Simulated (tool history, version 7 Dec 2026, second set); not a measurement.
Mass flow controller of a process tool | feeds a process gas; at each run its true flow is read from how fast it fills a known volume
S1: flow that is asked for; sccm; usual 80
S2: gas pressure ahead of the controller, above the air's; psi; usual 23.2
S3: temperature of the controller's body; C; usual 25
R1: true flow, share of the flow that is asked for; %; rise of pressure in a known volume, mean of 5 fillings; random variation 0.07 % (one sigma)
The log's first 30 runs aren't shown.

| run | hour | S1 | S2 | S3 | R1 |
|---|---|---|---|---|---|
| 31 | 2444.9 | 102 | 22.6 | 26 | 101.17 |
| 32 | 2545.3 | 102 | 22.6 | 26 | 101.33 |
| 33 | 2637.3 | 152 | 22.6 | 26 | 101.80 |
| 34 | 2688.4 | 26 | 24.9 | 26 | 100.84 |
|  | 2773.9 | gauge calibrated |
| 35 | 2773.9 | 29 | 27.0 | 25 | 98.88 |
| 36 | 2843.0 | 29 | 27.0 | 25 | 98.85 |
| 37 | 2942.4 | 29 | 27.0 | 25 | 99.05 |
| 38 | 3035.8 | 39 | 23.2 | 23 | 99.29 |
| 39 | 3109.0 | 27 | 33.9 | 29 | 98.70 |
| 40 | 3178.3 | 21 | 25.5 | 21 | 99.47 |
| 41 | 3227.9 | 21 | 28.6 | 21 | 99.47 |
| 42 | 3293.2 | 21 | 28.6 | 21 | 99.66 |
| 43 | 3356.2 | 39 | 20.9 | 38 | 98.46 |
| 44 | 3461.8 | 122 | 36.8 | 26 | 99.73 |
| 45 | 3566.9 | 122 | 29.3 | 36 | 99.05 |
| 46 | 3649.2 | 80 | 33.4 | 25 | 99.84 |
| 47 | 3737.6 | 80 | 33.4 | 25 | 99.92 |
| 48 | 3787.9 | 37 | 29.0 | 20 | 100.19 |

Forecast each of these 3 alternatives for the next run:
| A | 3871.1 | 97 | 24.4 | 33 | ? |
| B | 3871.1 | 80 | 23.2 | 33 | ? |
| C | 3871.1 | 80 | 23.2 | 31 | ? |

| run | R1 |
|---|---|
| A | 99.39 |
| B | 99.40 |
| C | 99.49 |
Without the tool's hidden state the same runs would have given:
| run | R1 |
|---|---|
| A | 98.56 |
| B | 98.57 |
| C | 98.66 |
